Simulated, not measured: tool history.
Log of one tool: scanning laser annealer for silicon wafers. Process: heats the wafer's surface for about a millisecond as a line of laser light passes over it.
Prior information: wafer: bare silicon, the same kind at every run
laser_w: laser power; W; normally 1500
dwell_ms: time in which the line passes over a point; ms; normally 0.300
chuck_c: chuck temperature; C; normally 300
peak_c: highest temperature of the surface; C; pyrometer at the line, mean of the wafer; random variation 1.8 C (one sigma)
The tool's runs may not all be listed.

Run 1, hour 0.0: usual settings. Result: peak_c 1014 C.
Run 2, hour 27.3: usual settings but chuck_c 329 C. Result: peak_c 1043 C.
Run 3, hour 58.8: usual settings. Result: peak_c 1011 C.
Run 4, hour 81.9: usual settings. Result: peak_c 1013 C.
Run 5, hour 109.7: usual settings. Result: peak_c 1012 C.
Run 6, hour 131.6: usual settings. Result: peak_c 1009 C.
Run 7, hour 184.2: usual settings but dwell_ms 0.268 ms. Result: peak_c 970 C.
Run 8, hour 221.9: usual settings but dwell_ms 0.268 ms. Result: peak_c 969 C.
Run 9, hour 253.9: usual settings but dwell_ms 0.268 ms. Result: peak_c 964 C.
Run 10, hour 301.3: usual settings but laser_w 1310 W. Result: peak_c 927 C.
At hour 315.2: window over the wafer cleaned.
Run 11, hour 335.8: usual settings but laser_w 1310 W. Result: peak_c 935 C.
Run 12, hour 372.6: usual settings but laser_w 1310 W, chuck_c 321 C. Result: peak_c 955 C.
Run 13, hour 417.0: usual settings but laser_w 1310 W, chuck_c 321 C. Result: peak_c 953 C.
Run 14, hour 459.7: usual settings but laser_w 1407 W. Result: peak_c 975 C.
Run 15, hour 511.3: usual settings but laser_w 1407 W, chuck_c 261 C. Result: peak_c 935 C.
Run 16, hour 561.0: usual settings but laser_w 1600 W, chuck_c 294 C. Result: peak_c 1052 C.
Run 17, hour 614.8: usual settings but laser_w 1600 W, chuck_c 294 C. Result: peak_c 1054 C.
Run 18, hour 649.1: usual settings but laser_w 1325 W, dwell_ms 0.281 ms, chuck_c 292 C. Result: peak_c 907 C.
Run 19, hour 677.9: usual settings but laser_w 1340 W, dwell_ms 0.281 ms, chuck_c 323 C. Result: peak_c 947 C.
Run 20, hour 722.5: usual settings but laser_w 1453 W, dwell_ms 0.348 ms, chuck_c 301 C. Result: peak_c 1055 C.
Run 21, hour 765.9: usual settings but laser_w 1453 W, dwell_ms 0.348 ms, chuck_c 301 C. Result: peak_c 1054 C.
Run 22, hour 801.4: usual settings but laser_w 1453 W, dwell_ms 0.348 ms, chuck_c 301 C. Result: peak_c 1050 C.
Run 23, hour 850.9: usual settings but laser_w 1462 W, dwell_ms 0.258 ms. Result: peak_c 942 C.
Run 24, hour 891.8: usual settings but dwell_ms 0.232 ms, chuck_c 310 C. Result: peak_c 936 C.
Run 25, hour 916.8: usual settings but laser_w 1436 W, dwell_ms 0.327 ms, chuck_c 335 C. Result: peak_c 1055 C.
Run 26, hour 951.9: usual settings but laser_w 1436 W, dwell_ms 0.327 ms, chuck_c 335 C. Result: peak_c 1056 C.
Run 27, hour 1000.7: usual settings but laser_w 1436 W, dwell_ms 0.327 ms, chuck_c 335 C. Result: peak_c 1052 C.

Some steps in peak_c, run to run, broken into two amounts with sign: the step expected even without the hidden condition (settings, incoming material, random variation), and the rest, left for the hidden condition together with whatever gauge scatter is not in both the measured and the hidden-condition-free result:
What the log doesn't record here: light that passes the window, % of a clean one's; laser's true power over the reading, %; width of the line over the set one, %; drift of the gauge itself on peak_c, C.
Run 10 -> 11: window over the wafer cleaned. peak_c +8 C: hidden state +9, all else -1.
Run 15 -> 16: laser_w 1407 -> 1600, chuck_c 261 -> 294. peak_c +117 C: hidden state -2, all else +119.
Run 17 -> 18: laser_w 1600 -> 1325, dwell_ms 0.300 -> 0.281, chuck_c 294 -> 292. peak_c -147 C: hidden state +1, all else -148.
Run 24 -> 25: laser_w 1500 -> 1436, dwell_ms 0.232 -> 0.327, chuck_c 310 -> 335. peak_c +119 C: hidden state -1, all else +120.
